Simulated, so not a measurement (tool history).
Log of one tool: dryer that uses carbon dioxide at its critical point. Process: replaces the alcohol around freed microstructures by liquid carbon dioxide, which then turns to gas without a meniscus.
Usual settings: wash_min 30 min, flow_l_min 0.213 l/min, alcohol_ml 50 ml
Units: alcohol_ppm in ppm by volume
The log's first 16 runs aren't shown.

Run 17, day 9.862: usual settings but wash_min 21 min, alcohol_ml 64 ml. Result: alcohol_ppm 2562 ppm by volume.
Run 18, day 10.262: usual settings but alcohol_ml 78 ml. Result: alcohol_ppm 787 ppm by volume.
Run 19, day 10.992: usual settings but alcohol_ml 78 ml. Result: alcohol_ppm 798 ppm by volume.
Run 20, day 11.496: usual settings. Result: alcohol_ppm 544 ppm by volume.
Run 21, day 11.967: usual settings but flow_l_min 0.343 l/min. Result: alcohol_ppm 60 ppm by volume.
Run 22, day 12.500: usual settings. Result: alcohol_ppm 545 ppm by volume.
Run 23, day 13.358: usual settings. Result: alcohol_ppm 538 ppm by volume.
Run 24, day 14.238: usual settings but wash_min 26 min, flow_l_min 0.314 l/min, alcohol_ml 53 ml. Result: alcohol_ppm 157 ppm by volume.
Run 25, day 14.896: usual settings but wash_min 26 min, flow_l_min 0.314 l/min, alcohol_ml 53 ml. Result: alcohol_ppm 176 ppm by volume.
Run 26, day 15.392: usual settings but wash_min 23 min, flow_l_min 0.143 l/min, alcohol_ml 26 ml. Result: alcohol_ppm 2672 ppm by volume.
Run 27, day 16.146: usual settings but wash_min 19 min, flow_l_min 0.283 l/min, alcohol_ml 35 ml. Result: alcohol_ppm 739 ppm by volume.
Run 28, day 16.954: usual settings but wash_min 33 min, flow_l_min 0.262 l/min, alcohol_ml 23 ml. Result: alcohol_ppm 96 ppm by volume.
Run 29, day 17.512: usual settings but wash_min 48 min, flow_l_min 0.184 l/min, alcohol_ml 45 ml. Result: alcohol_ppm 132 ppm by volume.
Run 30, day 18.083: usual settings but wash_min 21 min, flow_l_min 0.221 l/min, alcohol_ml 98 ml. Result: alcohol_ppm 3658 ppm by volume.
Run 31, day 18.633: usual settings but alcohol_ml 70 ml. Result: alcohol_ppm 811 ppm by volume.
Run 32, day 19.338: usual settings but wash_min 37 min, alcohol_ml 62 ml. Result: alcohol_ppm 273 ppm by volume.
Run 33, day 19.804: usual settings but wash_min 37 min, alcohol_ml 62 ml. Result: alcohol_ppm 275 ppm by volume.
Run 34, day 20.342: usual settings but wash_min 23 min, flow_l_min 0.208 l/min, alcohol_ml 71 ml. Result: alcohol_ppm 2445 ppm by volume.
Run 35, day 21.175: usual settings but wash_min 26 min, alcohol_ml 26 ml. Result: alcohol_ppm 563 ppm by volume.
Run 36, day 21.988: usual settings but flow_l_min 0.144 l/min, alcohol_ml 21 ml. Result: alcohol_ppm 1109 ppm by volume.
Run 37, day 22.529: usual settings but flow_l_min 0.144 l/min, alcohol_ml 21 ml. Result: alcohol_ppm 1143 ppm by volume.
Run 38, day 23.388: usual settings but flow_l_min 0.144 l/min, alcohol_ml 21 ml. Result: alcohol_ppm 1153 ppm by volume.
Run 39, day 24.004: usual settings but flow_l_min 0.186 l/min, alcohol_ml 24 ml. Result: alcohol_ppm 552 ppm by volume.

Forecast each of these 4 alternatives for the next run:
Run A, day 24.679: usual settings but alcohol_ml 26 ml. Result: alcohol_ppm ?.
Run B, day 24.679: usual settings but flow_l_min 0.186 l/min, alcohol_ml 104 ml. Result: alcohol_ppm ?.
Run C, day 24.679: usual settings but wash_min 22 min, alcohol_ml 42 ml. Result: alcohol_ppm ?.
Run D, day 24.679: usual settings but flow_l_min 0.158 l/min, alcohol_ml 24 ml. Result: alcohol_ppm ?.

run  alcohol_ppm
  A          340
  B         2267
  C         1626
  D          995
Without the tool's hidden state the same runs would have given:
run  alcohol_ppm
  A          211
  B         1660
  C         1238
  D          744

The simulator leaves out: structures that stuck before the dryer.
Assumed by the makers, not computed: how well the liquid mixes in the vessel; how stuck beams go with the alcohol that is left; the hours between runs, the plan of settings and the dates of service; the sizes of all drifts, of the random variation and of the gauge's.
